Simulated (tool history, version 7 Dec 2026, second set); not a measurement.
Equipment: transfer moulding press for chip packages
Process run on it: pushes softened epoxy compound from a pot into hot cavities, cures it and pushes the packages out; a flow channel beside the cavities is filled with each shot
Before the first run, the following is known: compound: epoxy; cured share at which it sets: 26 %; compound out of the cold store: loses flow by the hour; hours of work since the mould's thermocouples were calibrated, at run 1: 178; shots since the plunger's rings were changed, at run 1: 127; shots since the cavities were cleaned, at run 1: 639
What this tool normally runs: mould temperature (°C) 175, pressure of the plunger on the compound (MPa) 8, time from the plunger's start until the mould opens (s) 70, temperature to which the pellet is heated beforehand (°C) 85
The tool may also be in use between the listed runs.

| run | hour | mould temperature (°C) | pressure of the plunger on the compound (MPa) | time from the plunger's start until the mould opens (s) | temperature to which the pellet is heated beforehand (°C) | hours of work since the mould's thermocouples were calibrated | shots since the plunger's rings were changed | shots since the cavities were cleaned | incoming compound's hours out of the cold store | length that the compound runs in the flow channel (mm) | greatest force on the pins that push the packages out (N) |
|---|---|---|---|---|---|---|---|---|---|---|---|
| 1 | 0 | 175 | 8 | 70 | 85 | 178 | 127 | 639 | 22.6 | 727 | 471 |
| 2 | 5.7 | 175 | 8 | 68 | 85 | 182 | 246 | 758 | 25.7 | 717 | 506 |
| 3 | 16.3 | 175 | 8 | 68 | 85 | 190 | 466 | 978 | 47.9 | 671 | 498 |
|  | 20.5 | cavities cleaned with cleaning compound and waxed |
| 4 | 24.3 | 175 | 8 | 68 | 85 | 195 | 601 | 78 | 38.2 | 690 | 314 |
| 5 | 30 | 179 | 8 | 70 | 85 | 199 | 721 | 198 | 20 | 715 | 290 |
| 6 | 39.9 | 179 | 8 | 73 | 85 | 207 | 925 | 402 | 41.8 | 670 | 311 |
| 7 | 46.3 | 179 | 8 | 73 | 85 | 212 | 1059 | 536 | 31 | 691 | 330 |
| 8 | 59.3 | 179 | 8 | 73 | 85 | 222 | 1329 | 806 | 23.4 | 704 | 366 |
| 9 | 69.7 | 175 | 8 | 70 | 85 | 230 | 1547 | 1024 | 8.9 | 751 | 494 |
|  | 72.3 | cavities cleaned with cleaning compound and waxed |
| 10 | 83.3 | 175 | 8 | 70 | 85 | 239 | 1798 | 229 | 39.4 | 683 | 364 |
| 11 | 88.6 | 175 | 8 | 70 | 85 | 243 | 1908 | 339 | 31.4 | 702 | 393 |
| 12 | 98.9 | 177 | 8 | 70 | 85 | 251 | 2124 | 555 | 21.7 | 710 | 383 |
| 13 | 108.9 | 177 | 8 | 70 | 85 | 258 | 2330 | 761 | 31.8 | 688 | 393 |
| 14 | 117.5 | 181 | 8 | 70 | 85 | 265 | 2511 | 942 | 9 | 724 | 390 |
|  | 123.2 | cavities cleaned with cleaning compound and waxed |
| 15 | 129.3 | 173 | 8 | 78 | 75 | 273 | 2724 | 126 | 15.8 | 739 | 305 |
| 16 | 139.3 | 177 | 8.73 | 70 | 87 | 281 | 2932 | 334 | 43.4 | 688 | 329 |
|  | 142.1 | mould's thermocouples calibrated |
| 17 | 148 | 175 | 8.28 | 54 | 79 | 5 | 3072 | 474 | 26.5 | 713 | 813 |
| 18 | 153.7 | 173 | 8 | 107 | 79 | 9 | 3191 | 593 | 37.1 | 686 | 310 |
|  | 165.7 | mould's thermocouples calibrated, once more |
| 19 | 167.6 | 173 | 8 | 107 | 79 | 1 | 3438 | 840 | 37.8 | 690 | 357 |
|  | 170.9 | plunger's sealing rings changed |
| 20 | 178.1 | 175 | 8 | 70 | 80 | 8 | 151 | 1007 | 46.2 | 677 | 475 |
|  | 181.5 | cavities cleaned with cleaning compound and waxed |
| 21 | 188.5 | 175 | 8 | 70 | 80 | 14 | 336 | 146 | 44.1 | 681 | 326 |
| 22 | 200 | 175 | 8 | 55 | 85 | 23 | 574 | 384 | 31 | 704 | 746 |
| 23 | 207.2 | 181 | 8.68 | 70 | 94 | 29 | 725 | 535 | 40.6 | 690 | 354 |
| 24 | 217.4 | 174 | 6.76 | 96 | 85 | 36 | 937 | 747 | 41 | 632 | 337 |
| 25 | 224.7 | 174 | 6.76 | 96 | 85 | 42 | 1090 | 900 | 23.9 | 667 | 363 |
|  | 232.4 | cavities cleaned with cleaning compound and waxed |
| 26 | 238 | 173 | 8.64 | 91 | 86 | 51 | 1335 | 116 | 39.5 | 717 | 271 |
| 27 | 245.5 | 179 | 7.05 | 102 | 90 | 57 | 1490 | 271 | 32.5 | 642 | 275 |
| 28 | 255.5 | 171 | 8 | 70 | 85 | 64 | 1699 | 480 | 46 | 681 | 541 |

Hidden condition of the tool, last listed run before each entry between runs versus first listed run after:
After run 3, before run 4: cavities cleaned with cleaning compound and waxed (hour 20.5)
  true mould temperature over the reading, C: 0.37 -> 0.38; pressure that reaches the compound, % of what is set: 99.3 -> 99.1; grip of the stained cavities, % over clean ones': 81.6 -> 13.6
  measured value less the no-hidden-state value, length that the compound runs in the flow channel (mm): -4 -> -5; greatest force on the pins that push the packages out (N): +214 -> +31
After run 9, before run 10: cavities cleaned with cleaning compound and waxed (hour 72.3)
  true mould temperature over the reading, C: 0.46 -> 0.48; pressure that reaches the compound, % of what is set: 97.72 -> 97.34; grip of the stained cavities, % over clean ones': 81.4 -> 33.7
  measured value less the no-hidden-state value, length that the compound runs in the flow channel (mm): -11 -> -11; greatest force on the pins that push the packages out (N): +214 -> +83
After run 14, before run 15: cavities cleaned with cleaning compound and waxed (hour 123.2)
  true mould temperature over the reading, C: 0.54 -> 0.56; pressure that reaches the compound, % of what is set: 96.29 -> 95.97; grip of the stained cavities, % over clean ones': 80.2 -> 19.2
  measured value less the no-hidden-state value, length that the compound runs in the flow channel (mm): -15 -> -17; greatest force on the pins that push the packages out (N): +169 -> +40
After run 16, before run 17: mould's thermocouples calibrated (hour 142.1)
  true mould temperature over the reading, C: 0.58 -> 0.98; pressure that reaches the compound, % of what is set: 95.68 -> 95.48; grip of the stained cavities, % over clean ones': 41.2 -> 52.4
  measured value less the no-hidden-state value, length that the compound runs in the flow channel (mm): -17 -> -21; greatest force on the pins that push the packages out (N): +90 -> +238
After run 18, before run 19: mould's thermocouples calibrated, once more (hour 165.7)
  true mould temperature over the reading, C: 0.99 -> -0.13; pressure that reaches the compound, % of what is set: 95.32 -> 94.96; grip of the stained cavities, % over clean ones': 60.8 -> 73.3
  measured value less the no-hidden-state value, length that the compound runs in the flow channel (mm): -20 -> -18; greatest force on the pins that push the packages out (N): +117 -> +153
After run 19, before run 20: plunger's sealing rings changed (hour 170.9)
  true mould temperature over the reading, C: -0.13 -> -0.11; pressure that reaches the compound, % of what is set: 94.96 -> 99.25; grip of the stained cavities, % over clean ones': 73.3 -> 79.7
  measured value less the no-hidden-state value, length that the compound runs in the flow channel (mm): -18 -> -2; greatest force on the pins that push the packages out (N): +153 -> +214
After run 20, before run 21: cavities cleaned with cleaning compound and waxed (hour 181.5)
  true mould temperature over the reading, C: -0.11 -> -0.1; pressure that reaches the compound, % of what is set: 99.25 -> 99.02; grip of the stained cavities, % over clean ones': 79.7 -> 20.3
  measured value less the no-hidden-state value, length that the compound runs in the flow channel (mm): -2 -> -3; greatest force on the pins that push the packages out (N): +214 -> +56
After run 25, before run 26: cavities cleaned with cleaning compound and waxed (hour 232.4)
  true mould temperature over the reading, C: -0.04 -> -0.02; pressure that reaches the compound, % of what is set: 97.96 -> 97.63; grip of the stained cavities, % over clean ones': 76.8 -> 20.3
  measured value less the no-hidden-state value, length that the compound runs in the flow channel (mm): -6 -> -9; greatest force on the pins that push the packages out (N): +157 -> +44
